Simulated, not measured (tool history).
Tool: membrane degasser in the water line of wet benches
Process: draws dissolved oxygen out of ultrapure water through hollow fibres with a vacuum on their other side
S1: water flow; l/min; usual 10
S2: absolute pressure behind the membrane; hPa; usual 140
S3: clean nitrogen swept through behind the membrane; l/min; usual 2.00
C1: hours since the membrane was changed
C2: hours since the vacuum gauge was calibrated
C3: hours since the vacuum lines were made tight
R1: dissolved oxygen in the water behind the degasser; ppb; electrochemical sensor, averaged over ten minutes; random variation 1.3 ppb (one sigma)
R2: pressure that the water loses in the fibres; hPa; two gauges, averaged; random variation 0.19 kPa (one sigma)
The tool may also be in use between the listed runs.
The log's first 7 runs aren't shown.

Run 8, day 25.896: usual settings but S3 5.57 l/min; C1 4082; C2 839; C3 3827. Result: R1 69.2 ppb, R2 378.1 hPa.
Run 9, day 29.450: usual settings but S1 7 l/min; C1 4167; C2 925; C3 3912. Result: R1 105.5 ppb, R2 266.5 hPa.
Run 10, day 33.992: usual settings but S1 7 l/min; C1 4276; C2 1034; C3 4021. Result: R1 106.0 ppb, R2 269.6 hPa.
Run 11, day 37.750: usual settings but S1 7 l/min, S3 1.96 l/min; C1 4366; C2 1124; C3 4112. Result: R1 107.1 ppb, R2 267.6 hPa.
Run 12, day 42.221: usual settings but S3 0.96 l/min; C1 4473; C2 1231; C3 4219. Result: R1 287.9 ppb, R2 380.6 hPa.
Run 13, day 45.354: usual settings but S3 0.96 l/min; C1 4549; C2 1306; C3 4294. Result: R1 289.2 ppb, R2 384.4 hPa.
Run 14, day 51.604: usual settings but S3 0.96 l/min; C1 4699; C2 1456; C3 4444. Result: R1 291.2 ppb, R2 385.0 hPa.
Run 15, day 56.204: usual settings but S3 0.96 l/min; C1 4809; C2 1567; C3 4554. Result: R1 291.0 ppb, R2 377.3 hPa.
Run 16, day 60.508: usual settings but S3 0.96 l/min; C1 4912; C2 1670; C3 4658. Result: R1 292.8 ppb, R2 381.2 hPa.
Run 17, day 65.546: usual settings but S3 0.96 l/min; C1 5033; C2 1791; C3 4779. Result: R1 293.8 ppb, R2 386.5 hPa.
At day 67.079: seals of the vacuum lines changed.
Run 18, day 71.279: usual settings but S3 3.77 l/min; C1 5169; C2 1926; C3 101. Result: R1 90.9 ppb, R2 385.0 hPa.
At day 71.596: vacuum gauge calibrated.
Run 19, day 77.233: usual settings but S1 11 l/min, S3 1.17 l/min; C1 5311; C2 135; C3 243. Result: R1 265.6 ppb, R2 421.1 hPa.
Run 20, day 83.462: usual settings but S1 13 l/min, S2 188 hPa, S3 1.94 l/min; C1 5461; C2 285; C3 393. Result: R1 294.4 ppb, R2 499.4 hPa.
Run 21, day 87.312: usual settings but S1 13 l/min, S2 188 hPa, S3 1.94 l/min; C1 5553; C2 377; C3 485. Result: R1 291.7 ppb, R2 500.6 hPa.
At day 89.896: vacuum gauge calibrated, once more.
Run 22, day 93.071: usual settings but S1 13 l/min, S3 1.96 l/min; C1 5691; C2 76; C3 623. Result: R1 214.3 ppb, R2 503.4 hPa.
Run 23, day 96.750: usual settings but S1 13 l/min, S3 1.96 l/min; C1 5779; C2 165; C3 711. Result: R1 212.8 ppb, R2 505.4 hPa.
Run 24, day 101.788: usual settings but S1 11 l/min, S2 239 hPa, S3 3.37 l/min; C1 5900; C2 285; C3 832. Result: R1 191.6 ppb, R2 429.0 hPa.
Run 25, day 106.329: usual settings but S3 1.56 l/min; C1 6009; C2 394; C3 941. Result: R1 188.1 ppb, R2 391.2 hPa.
Run 26, day 109.854: usual settings but S3 1.56 l/min; C1 6094; C2 479; C3 1026. Result: R1 186.2 ppb, R2 385.9 hPa.
Run 27, day 113.492: usual settings but S3 1.56 l/min; C1 6181; C2 566; C3 1113. Result: R1 186.9 ppb, R2 387.0 hPa.
Run 28, day 117.892: usual settings but S1 9 l/min; C1 6286; C2 672; C3 1218. Result: R1 135.9 ppb, R2 349.2 hPa.
Run 29, day 124.404: usual settings but S1 9 l/min, S2 134 hPa; C1 6443; C2 828; C3 1375. Result: R1 129.0 ppb, R2 347.8 hPa.
Run 30, day 127.742: usual settings but S1 11 l/min, S2 155 hPa; C1 6523; C2 908; C3 1455. Result: R1 193.9 ppb, R2 429.8 hPa.
Run 31, day 133.646: usual settings but S1 11 l/min, S2 155 hPa; C1 6664; C2 1050; C3 1597. Result: R1 193.2 ppb, R2 431.6 hPa.

Forecast each of these 5 alternatives for the next run:
Run A, day 139.158: usual settings but S2 261 hPa; C1 6797; C2 1182; C3 1729. Result: R1 ?, R2 ?.
Run B, day 139.158: usual settings but S1 6 l/min, S2 180 hPa, S3 3.02 l/min; C1 6797; C2 1182; C3 1729. Result: R1 ?, R2 ?.
Run C, day 139.158: usual settings but S1 6 l/min, S2 181 hPa, S3 1.57 l/min; C1 6797; C2 1182; C3 1729. Result: R1 ?, R2 ?.
Run D, day 139.158: usual settings but S1 11 l/min, S2 132 hPa, S3 0.98 l/min; C1 6797; C2 1182; C3 1729. Result: R1 ?, R2 ?.
Run E, day 139.158: usual settings but S1 13 l/min, S2 141 hPa, S3 4.82 l/min; C1 6797; C2 1182; C3 1729. Result: R1 ?, R2 ?.

run     R1     R2
  A  298.1  390.6
  B   79.7  237.1
  C  143.7  233.6
  D  288.3  430.1
  E  121.2  508.4
Without the tool's hidden state the same runs would have given:
run     R1     R2
  A  285.6  365.0
  B   75.6  221.7
  C  137.7  218.2
  D  274.1  401.8
  E  105.3  475.0
